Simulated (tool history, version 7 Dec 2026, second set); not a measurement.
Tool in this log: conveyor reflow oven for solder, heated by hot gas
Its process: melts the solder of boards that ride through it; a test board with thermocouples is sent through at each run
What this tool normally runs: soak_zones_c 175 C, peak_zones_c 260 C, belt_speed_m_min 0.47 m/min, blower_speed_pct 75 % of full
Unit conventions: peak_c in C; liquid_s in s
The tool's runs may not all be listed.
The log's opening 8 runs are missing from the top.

| run | hour | soak_zones_c | peak_zones_c | belt_speed_m_min | blower_speed_pct | peak_c | liquid_s |
|---|---|---|---|---|---|---|---|
| 9 | 89.4 | 175 | 253 | 0.47 | 75 | 239.6 | 47 |
| 10 | 107.2 | 175 | 260 | 0.47 | 75 | 245.6 | 51.8 |
| 11 | 123.1 | 175 | 260 | 0.47 | 75 | 246 | 53.3 |
| 12 | 131.6 | 175 | 260 | 0.47 | 75 | 245.6 | 52.1 |
| 13 | 147.8 | 175 | 260 | 0.47 | 75 | 245.2 | 53 |
| 14 | 164.2 | 175 | 260 | 0.47 | 75 | 245.6 | 52.6 |
| 15 | 181.7 | 175 | 260 | 0.538 | 75 | 241.4 | 40 |
| 16 | 198.4 | 175 | 260 | 0.538 | 75 | 241.5 | 41.2 |
| 17 | 209.9 | 179 | 274 | 0.485 | 75 | 257.9 | 62.2 |
| 18 | 225 | 179 | 274 | 0.485 | 75 | 257.1 | 61 |
| 19 | 238.3 | 179 | 274 | 0.485 | 75 | 258.5 | 60.5 |
| 20 | 250.3 | 187 | 258 | 0.402 | 64 | 248.1 | 71 |
| 21 | 258.6 | 187 | 258 | 0.402 | 64 | 247.8 | 71.7 |
| 22 | 268 | 187 | 258 | 0.402 | 64 | 248.3 | 71.7 |
|  | 280.7 | flux residue cleaned out of gas plates and filters |
| 23 | 289.5 | 187 | 271 | 0.389 | 64 | 260.5 | 82.3 |
| 24 | 304.3 | 175 | 260 | 0.403 | 77 | 250 | 68 |
| 25 | 314.5 | 176 | 252 | 0.559 | 56 | 228.9 | 22.5 |
| 26 | 324.5 | 176 | 266 | 0.47 | 75 | 251 | 57.1 |
| 27 | 333.8 | 176 | 266 | 0.47 | 75 | 251 | 57.3 |
| 28 | 349.8 | 176 | 266 | 0.47 | 75 | 251 | 56.8 |
| 29 | 366 | 176 | 266 | 0.47 | 75 | 251.5 | 57.2 |
| 30 | 382.8 | 185 | 270 | 0.444 | 88 | 260.7 | 70.3 |
| 31 | 399.4 | 175 | 254 | 0.401 | 75 | 244.3 | 62.5 |

What if the next run were any one of these 4? Each begins from the tool's condition after run 31:
| A | 411.2 | 175 | 252 | 0.399 | 84 | ? | ? |
| B | 411.2 | 168 | 260 | 0.484 | 75 | ? | ? |
| C | 411.2 | 175 | 260 | 0.47 | 81 | ? | ? |
| D | 411.2 | 188 | 254 | 0.401 | 51 | ? | ? |

| run | peak_c | liquid_s |
|---|---|---|
| A | 243.8 | 63.4 |
| B | 243.4 | 46.7 |
| C | 247 | 53.5 |
| D | 241.7 | 65.7 |
Had the tool no hidden state, the same runs would have come out as:
| run | peak_c | liquid_s |
|---|---|---|
| A | 243.7 | 63.3 |
| B | 243.3 | 46.6 |
| C | 246.9 | 53.4 |
| D | 241.6 | 65.5 |

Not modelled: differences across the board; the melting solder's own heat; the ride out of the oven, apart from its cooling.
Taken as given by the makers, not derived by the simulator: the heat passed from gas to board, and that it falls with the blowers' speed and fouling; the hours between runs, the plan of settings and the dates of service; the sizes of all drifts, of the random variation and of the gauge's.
